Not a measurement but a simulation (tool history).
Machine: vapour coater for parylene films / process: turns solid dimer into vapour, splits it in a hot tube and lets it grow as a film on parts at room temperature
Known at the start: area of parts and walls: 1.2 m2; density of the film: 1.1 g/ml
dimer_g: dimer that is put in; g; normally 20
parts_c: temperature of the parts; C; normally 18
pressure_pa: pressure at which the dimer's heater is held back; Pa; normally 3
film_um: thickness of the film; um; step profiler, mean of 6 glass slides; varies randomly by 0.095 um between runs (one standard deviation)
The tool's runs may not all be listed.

Run 1, day 0: usual settings. Result: film_um 11.12 um.
Run 2, day 1.721: usual settings. Result: film_um 10.72 um.
Run 3, day 4.571: usual settings but parts_c 29 C. Result: film_um 8.45 um.
Run 4, day 6.738: usual settings but parts_c 12 C. Result: film_um 11.98 um.
Run 5, day 8.408: usual settings. Result: film_um 10.52 um.
Run 6, day 9.817: usual settings. Result: film_um 10.54 um.
Run 7, day 12.858: usual settings but pressure_pa 8.09 Pa. Result: film_um 8.02 um.
Run 8, day 14.646: usual settings but parts_c 16 C. Result: film_um 10.64 um.
Run 9, day 16.342: usual settings. Result: film_um 10.11 um.
At day 17.262: trap's valve overhauled.
Run 10, day 19.683: usual settings but dimer_g 27 g. Result: film_um 15.83 um.
Run 11, day 22.225: usual settings. Result: film_um 11.67 um.
Run 12, day 23.929: usual settings. Result: film_um 11.52 um.
Run 13, day 25.412: usual settings. Result: film_um 11.33 um.
Run 14, day 27.312: usual settings. Result: film_um 11.21 um.
Run 15, day 30.596: usual settings. Result: film_um 11.2 um.
At day 31.754: table's thermometer calibrated.
Run 16, day 32.358: usual settings. Result: film_um 10.68 um.
Run 17, day 34: usual settings. Result: film_um 10.73 um.
Run 18, day 36.112: usual settings. Result: film_um 10.56 um.
Run 19, day 38.992: usual settings. Result: film_um 10.53 um.
Run 20, day 41.217: usual settings but dimer_g 11 g, pressure_pa 5.25 Pa. Result: film_um 5 um.
Run 21, day 43.829: usual settings but dimer_g 11 g, pressure_pa 5.25 Pa. Result: film_um 4.86 um.
Run 22, day 46.667: usual settings but dimer_g 32 g. Result: film_um 16.07 um.
Run 23, day 48.45: usual settings but dimer_g 31 g, parts_c 25 C. Result: film_um 13.41 um.
At day 50.267: trap's valve overhauled.
Run 24, day 50.4: usual settings but dimer_g 24 g, parts_c 17 C, pressure_pa 3.42 Pa. Result: film_um 13.86 um.
Run 25, day 52.117: usual settings but dimer_g 24 g, parts_c 10 C, pressure_pa 3.42 Pa. Result: film_um 15.88 um.
Run 26, day 54.792: usual settings but dimer_g 24 g, parts_c 10 C, pressure_pa 3.42 Pa. Result: film_um 15.69 um.
Run 27, day 56.696: usual settings but dimer_g 12 g, pressure_pa 4.93 Pa. Result: film_um 6.01 um.
Run 28, day 58.45: usual settings but dimer_g 28 g, parts_c 13 C. Result: film_um 17.48 um.
Run 29, day 61.583: usual settings but dimer_g 28 g, parts_c 13 C. Result: film_um 17.07 um.
Run 30, day 64.775: usual settings but dimer_g 28 g, parts_c 13 C. Result: film_um 16.86 um.
Run 31, day 68.033: usual settings but dimer_g 18 g, parts_c 30 C, pressure_pa 2.86 Pa. Result: film_um 7.59 um.
Run 32, day 71.383: usual settings but dimer_g 18 g, parts_c 30 C, pressure_pa 2.86 Pa. Result: film_um 7.48 um.
Run 33, day 72.825: usual settings but pressure_pa 11.22 Pa. Result: film_um 7.56 um.
Run 34, day 74.65: usual settings but parts_c 16 C, pressure_pa 3.27 Pa. Result: film_um 10.77 um.
Run 35, day 76.75: usual settings but parts_c 16 C, pressure_pa 3.27 Pa. Result: film_um 10.65 um.
Run 36, day 78.792: usual settings but dimer_g 13 g, pressure_pa 9.43 Pa. Result: film_um 5.02 um.
Run 37, day 81.962: usual settings but parts_c 14 C, pressure_pa 6.5 Pa. Result: film_um 9.12 um.
At day 83.029: trap's valve overhauled.
Run 38, day 84.433: usual settings but parts_c 14 C, pressure_pa 6.5 Pa. Result: film_um 10.43 um.

Pick out some run-to-run changes in film_um. Of each, how much would a tool without hidden state show as well, from the settings, what came in and chance, and how much is left for the hidden state and any gauge scatter not in both results compared?
The hidden state here: vapour lost through the trap's worn valve, %; true temperature of the parts over the reading, C; drift of the gauge itself on film_um, %.
Run 9 -> 10: dimer_g 20 -> 27, trap's valve overhauled. film_um +5.72 um: hidden state +1.62, all else +4.1.
Run 21 -> 22: dimer_g 11 -> 32, pressure_pa 5.25 -> 3. film_um +11.21 um: hidden state -1.67, all else +12.88.
Run 23 -> 24: dimer_g 31 -> 24, parts_c 25 -> 17, pressure_pa 3 -> 3.42, trap's valve overhauled. film_um +0.45 um: hidden state +2.04, all else -1.59.
Run 26 -> 27: dimer_g 24 -> 12, parts_c 10 -> 18, pressure_pa 3.42 -> 4.93. film_um -9.68 um: hidden state +0.13, all else -9.81.
Run 27 -> 28: dimer_g 12 -> 28, parts_c 18 -> 13, pressure_pa 4.93 -> 3. film_um +11.47 um: hidden state -0.43, all else +11.9.

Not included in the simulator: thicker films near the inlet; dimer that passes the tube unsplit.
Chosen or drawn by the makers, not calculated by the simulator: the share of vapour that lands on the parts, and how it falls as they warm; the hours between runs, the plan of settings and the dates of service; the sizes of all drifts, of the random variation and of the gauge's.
